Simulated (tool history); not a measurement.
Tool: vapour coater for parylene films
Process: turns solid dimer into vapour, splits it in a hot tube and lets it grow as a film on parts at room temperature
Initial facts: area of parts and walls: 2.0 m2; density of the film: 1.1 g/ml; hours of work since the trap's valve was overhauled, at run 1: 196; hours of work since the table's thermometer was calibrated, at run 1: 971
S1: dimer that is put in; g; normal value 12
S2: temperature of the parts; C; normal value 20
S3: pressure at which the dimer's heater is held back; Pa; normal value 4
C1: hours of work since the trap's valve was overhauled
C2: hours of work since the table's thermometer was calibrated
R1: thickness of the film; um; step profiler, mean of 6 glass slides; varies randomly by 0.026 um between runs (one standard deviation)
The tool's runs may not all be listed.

| run | day | S1 | S2 | S3 | C1 | C2 | R1 |
|---|---|---|---|---|---|---|---|
| 1 | 0 | 12 | 20 | 4 | 196 | 971 | 3.68 |
| 2 | 1.533 | 12 | 12 | 4 | 217 | 992 | 5.16 |
|  | 2.871 | table's thermometer calibrated |
| 3 | 4.942 | 12 | 20 | 4 | 262 | 28 | 3.7 |
|  | 6.396 | trap's valve overhauled |
| 4 | 7.092 | 12 | 20 | 4 | 9 | 54 | 3.86 |
| 5 | 8.542 | 12 | 20 | 4 | 29 | 74 | 3.79 |
| 6 | 11.283 | 5 | 20 | 4 | 65 | 110 | 1.61 |
| 7 | 13.329 | 5 | 20 | 4 | 93 | 138 | 1.57 |
| 8 | 15.338 | 5 | 20 | 4 | 120 | 165 | 1.55 |
| 9 | 17.912 | 5 | 20 | 4 | 154 | 199 | 1.56 |
| 10 | 20.888 | 5 | 20 | 4 | 194 | 239 | 1.55 |
| 11 | 22.558 | 12 | 17 | 4 | 217 | 262 | 4.24 |
| 12 | 24.788 | 12 | 17 | 4 | 246 | 291 | 4.25 |
|  | 27.525 | trap's valve overhauled |
| 13 | 27.788 | 12 | 17 | 4 | 4 | 329 | 4.37 |
| 14 | 31.088 | 6 | 20 | 4 | 48 | 374 | 1.88 |
| 15 | 33.958 | 12 | 20 | 4 | 86 | 412 | 3.76 |
| 16 | 36.796 | 12 | 23 | 4 | 124 | 450 | 3.24 |
| 17 | 39.85 | 12 | 23 | 4 | 165 | 491 | 3.18 |
| 18 | 43.158 | 12 | 23 | 4 | 209 | 535 | 3.18 |
| 19 | 45.467 | 12 | 23 | 4 | 240 | 566 | 3.17 |
|  | 48.588 | trap's valve overhauled |
| 20 | 48.871 | 12 | 23 | 4 | 4 | 610 | 3.29 |
| 21 | 51.738 | 12 | 23 | 4 | 42 | 648 | 3.29 |
| 22 | 53.388 | 10 | 20 | 4 | 64 | 670 | 3.15 |
| 23 | 56.275 | 10 | 16 | 3.02 | 103 | 709 | 3.88 |
| 24 | 59.446 | 9 | 24 | 2.81 | 146 | 751 | 2.42 |
| 25 | 61.075 | 14 | 12 | 4.39 | 167 | 773 | 6.09 |
| 26 | 63.038 | 14 | 12 | 6.33 | 194 | 799 | 5.73 |
| 27 | 65.329 | 14 | 12 | 6.33 | 224 | 830 | 5.69 |
| 28 | 66.996 | 6 | 21 | 5.64 | 247 | 852 | 1.64 |
| 29 | 69.029 | 12 | 25 | 3.78 | 274 | 880 | 2.9 |
|  | 69.642 | trap's valve overhauled |
| 30 | 72.633 | 12 | 19 | 3.15 | 40 | 926 | 4.06 |
| 31 | 75.254 | 9 | 32 | 2.58 | 75 | 961 | 1.73 |
| 32 | 78.729 | 9 | 32 | 2.58 | 122 | 1007 | 1.74 |
|  | 79 | table's thermometer calibrated |
| 33 | 80.808 | 7 | 20 | 6.92 | 149 | 24 | 2.01 |
| 34 | 82.788 | 11 | 28 | 11.04 | 176 | 51 | 2.07 |
| 35 | 85.921 | 12 | 20 | 4 | 218 | 93 | 3.72 |
| 36 | 88.258 | 5 | 27 | 11.33 | 249 | 124 | 0.97 |
|  | 90.608 | trap's valve overhauled |
| 37 | 90.854 | 5 | 27 | 2.37 | 3 | 157 | 1.23 |
| 38 | 93.7 | 10 | 22 | 6.52 | 41 | 195 | 2.74 |
| 39 | 96.6 | 8 | 14 | 11.7 | 80 | 234 | 2.87 |
| 40 | 99.879 | 8 | 14 | 11.7 | 124 | 278 | 2.8 |
| 41 | 102.425 | 8 | 14 | 11.7 | 158 | 312 | 2.82 |
| 42 | 105.117 | 21 | 22 | 4.42 | 194 | 348 | 5.82 |
| 43 | 108.171 | 21 | 22 | 4.42 | 235 | 389 | 5.85 |
| 44 | 110.962 | 21 | 22 | 4.42 | 273 | 426 | 5.77 |

Describe how what the log doesn't record of the tool's condition differs between the last listed run preceding each entry between runs and the first listed run following it.
Runs 2 to 3: table's thermometer calibrated (day 2.871)
  vapour lost through the trap's worn valve, %: 3.5 -> 4.2; true temperature of the parts over the reading, C: 0.63 -> 0.07
  measured result minus the result with no hidden state, R1: -0.19 -> -0.17 um
Runs 3 to 4: trap's valve overhauled (day 6.396)
  vapour lost through the trap's worn valve, %: 4.2 -> 0.1; true temperature of the parts over the reading, C: 0.07 -> 0.09
  measured result minus the result with no hidden state, R1: -0.17 -> -0.02 um
Runs 12 to 13: trap's valve overhauled (day 27.525)
  vapour lost through the trap's worn valve, %: 3.7 -> 1; true temperature of the parts over the reading, C: 0.21 -> 0.23
  measured result minus the result with no hidden state, R1: -0.21 -> -0.09 um
Runs 19 to 20: trap's valve overhauled (day 48.588)
  vapour lost through the trap's worn valve, %: 4.6 -> 0.7; true temperature of the parts over the reading, C: 0.35 -> 0.38
  measured result minus the result with no hidden state, R1: -0.21 -> -0.08 um
Runs 29 to 30: trap's valve overhauled (day 69.642)
  vapour lost through the trap's worn valve, %: 4.8 -> 0.8; true temperature of the parts over the reading, C: 0.51 -> 0.54
  measured result minus the result with no hidden state, R1: -0.22 -> -0.14 um
Runs 32 to 33: table's thermometer calibrated (day 79)
  vapour lost through the trap's worn valve, %: 2.1 -> 2.5; true temperature of the parts over the reading, C: 0.58 -> -0.08
  measured result minus the result with no hidden state, R1: -0.08 -> -0.04 um
Runs 36 to 37: trap's valve overhauled (day 90.608)
  vapour lost through the trap's worn valve, %: 4.1 -> 0.3; true temperature of the parts over the reading, C: -0.03 -> -0.01
  measured result minus the result with no hidden state, R1: -0.04 -> -0.01 um
